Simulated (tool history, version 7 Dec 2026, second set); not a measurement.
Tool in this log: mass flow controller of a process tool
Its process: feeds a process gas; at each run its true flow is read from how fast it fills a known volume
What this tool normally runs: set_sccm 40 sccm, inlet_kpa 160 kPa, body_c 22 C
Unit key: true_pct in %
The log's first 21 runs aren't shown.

run,hour,set_sccm,inlet_kpa,body_c,true_pct
22,6371.1,40,249,28,101.83
23,6642.8,7,273,26,98.77
24,6864.6,7,273,26,98.69
25,7245.5,11,160,24,99.00
# hour 7492.0: controller exchanged for a calibrated one
26,7559.9,14,160,28,98.00
27,7924.5,17,190,25,98.47
28,8151.4,31,241,33,99.77
29,8536.3,8,213,31,98.27
30,8869.2,43,160,35,100.06
31,9244.3,8,253,35,98.76
32,9486.0,8,253,35,98.92
33,9798.4,8,253,35,98.91
34,10101.8,27,160,22,99.17
35,10314.8,5,239,30,97.87
36,10631.8,5,239,30,98.01
37,10889.2,40,186,22,100.25
38,11108.8,30,155,37,100.03

5 ways to go on from here, each from the tool as it stands after run 38. What would each give?
A,11458.9,13,170,22,?
B,11458.9,17,155,37,?
C,11458.9,15,171,32,?
D,11458.9,13,160,37,?
E,11458.9,6,264,37,?

run,true_pct
A,98.56
B,99.41
C,99.20
D,99.04
E,98.66
What these runs would have given with no unlogged condition in the tool:
run,true_pct
A,98.18
B,98.85
C,98.72
D,98.66
E,99.21
